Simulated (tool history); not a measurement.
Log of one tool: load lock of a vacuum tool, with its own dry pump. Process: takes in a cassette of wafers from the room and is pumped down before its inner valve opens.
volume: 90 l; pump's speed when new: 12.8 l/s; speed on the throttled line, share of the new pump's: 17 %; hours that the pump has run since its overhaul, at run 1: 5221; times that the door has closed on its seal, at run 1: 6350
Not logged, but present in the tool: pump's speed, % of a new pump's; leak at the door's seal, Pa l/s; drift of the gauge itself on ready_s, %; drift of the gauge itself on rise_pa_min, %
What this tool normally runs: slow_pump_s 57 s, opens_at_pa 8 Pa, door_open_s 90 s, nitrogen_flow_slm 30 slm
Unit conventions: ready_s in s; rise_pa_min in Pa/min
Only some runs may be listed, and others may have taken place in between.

| run | hour | slow_pump_s | opens_at_pa | door_open_s | nitrogen_flow_slm | hours that the pump has run since its overhaul | times that the door has closed on its seal | incoming humidity of the room's air, % | ready_s | rise_pa_min |
|---|---|---|---|---|---|---|---|---|---|---|
| 1 | 0 | 57 | 8 | 90 | 30 | 5221 | 6350 | 45 | 115.3 | 0.033 |
| 2 | 93.5 | 57 | 8 | 90 | 30 | 5314 | 6512 | 47.5 | 117 | 0.032 |
| 3 | 275.8 | 57 | 8 | 90 | 30 | 5497 | 6829 | 46.5 | 115.5 | 0.034 |
| 4 | 377.3 | 57 | 8 | 90 | 30 | 5598 | 7006 | 46 | 115.4 | 0.031 |
| 5 | 476.3 | 57 | 8 | 90 | 16 | 5697 | 7178 | 46.8 | 117.5 | 0.043 |
| 6 | 613.2 | 57 | 8 | 90 | 30 | 5834 | 7417 | 42.7 | 117 | 0.03 |
| 7 | 737.6 | 39 | 15 | 213 | 30 | 5958 | 7633 | 44 | 96.6 | 0.04 |
| 8 | 842.2 | 57 | 8 | 126 | 9 | 6063 | 7815 | 44 | 116.8 | 0.045 |

Predict the results of run 9:
| 9 | 1006.2 | 28 | 9 | 69 | 37 | 6227 | 8100 | 41.9 | ? | ? |

{"run 9": {"ready_s": 92.2, "rise_pa_min": 0.027}}
With no hidden state in the tool, this same run would have given ready_s 89.3 s, rise_pa_min 0.011 Pa/min.
